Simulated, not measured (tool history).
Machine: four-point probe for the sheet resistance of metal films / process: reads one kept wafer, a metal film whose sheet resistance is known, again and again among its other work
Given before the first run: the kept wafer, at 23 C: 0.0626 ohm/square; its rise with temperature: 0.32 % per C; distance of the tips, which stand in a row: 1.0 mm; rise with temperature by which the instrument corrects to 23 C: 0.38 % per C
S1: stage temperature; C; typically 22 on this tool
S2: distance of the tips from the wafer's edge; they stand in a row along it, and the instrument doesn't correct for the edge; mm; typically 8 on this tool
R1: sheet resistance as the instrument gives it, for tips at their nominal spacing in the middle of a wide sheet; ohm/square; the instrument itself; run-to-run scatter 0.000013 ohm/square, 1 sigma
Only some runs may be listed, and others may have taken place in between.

run    hour  S1  S2        R1
  1       0  22   8  0.063131
  2    65.2  34   8  0.062713
  3   122.1  34   8  0.062722
  4   178.8  34   8  0.062714
  5   283.5  22  53  0.062654
  6   343.6  22  53  0.062632
  7   427.9  27   8  0.062946
      436.2  -- new probe head fitted
  8   554.6  27   8  0.062959
  9   665.7  27  12  0.062691
 10   798.7  27  12  0.062679
 11   928.9  28  12  0.062646
 12  1058.5  28  12  0.062647
 13  1193.3  28  12  0.062661
 14  1313.2  28  12  0.062658
 15  1405.9  22  73  0.062622
 16  1489.3  22  73  0.062621
 17  1599.5  22  73  0.062641
 18  1703.2  22  73  0.062653
 19  1787.1  22  73  0.062656
 20    1862  22  73  0.062648
 21  1957.7  18   8  0.063336
 22  2083.2  18   8  0.063322
 23  2185.5  18   8  0.063296
 24  2239.7  25  29   0.06255
 25  2356.9  27  25  0.062507
 26  2480.6  33  26  0.062263
 27  2571.4  28  10  0.062751
 28  2693.5  26   8  0.063022
 29  2755.3  31  19  0.062413
 30  2819.2  21  18  0.062756
 31  2913.6  30   6  0.063239
     3029.3  -- new probe head fitted
 32  3041.8  18  71  0.062807
 33  3152.4  34  10  0.062519
 34  3230.4  21  58  0.062687
 35  3335.2  21  58  0.062675
 36  3454.9  30   6  0.063268
 37  3517.3  22  65  0.062642
     3615.3  -- stage's thermometer calibrated
 38  3627.3  26  66  0.062505
 39  3734.5  22  29  0.062673
 40  3795.2  20  11  0.063007
 41  3885.1  20  11  0.062991
 42  4016.5  27  23  0.062502
 43  4124.8  24   8   0.06307
 44    4202  24   8  0.063078

Consider 4 possible next runs. They are alternatives, not a sequence: every one starts from the tool as it was left by run 44. What does each give?
  A  4281.9  24  16   ?
  B  4281.9  19   8   ?
  C  4281.9  19   8   ?
  D  4281.9  21  45   ?

run        R1
  A  0.062697
  B  0.063272
  C  0.063278
  D  0.062676
Take away the tool's hidden state, keep each run's random variation, and the runs would have read:
run        R1
  A    0.0627
  B  0.063275
  C   0.06328
  D  0.062678
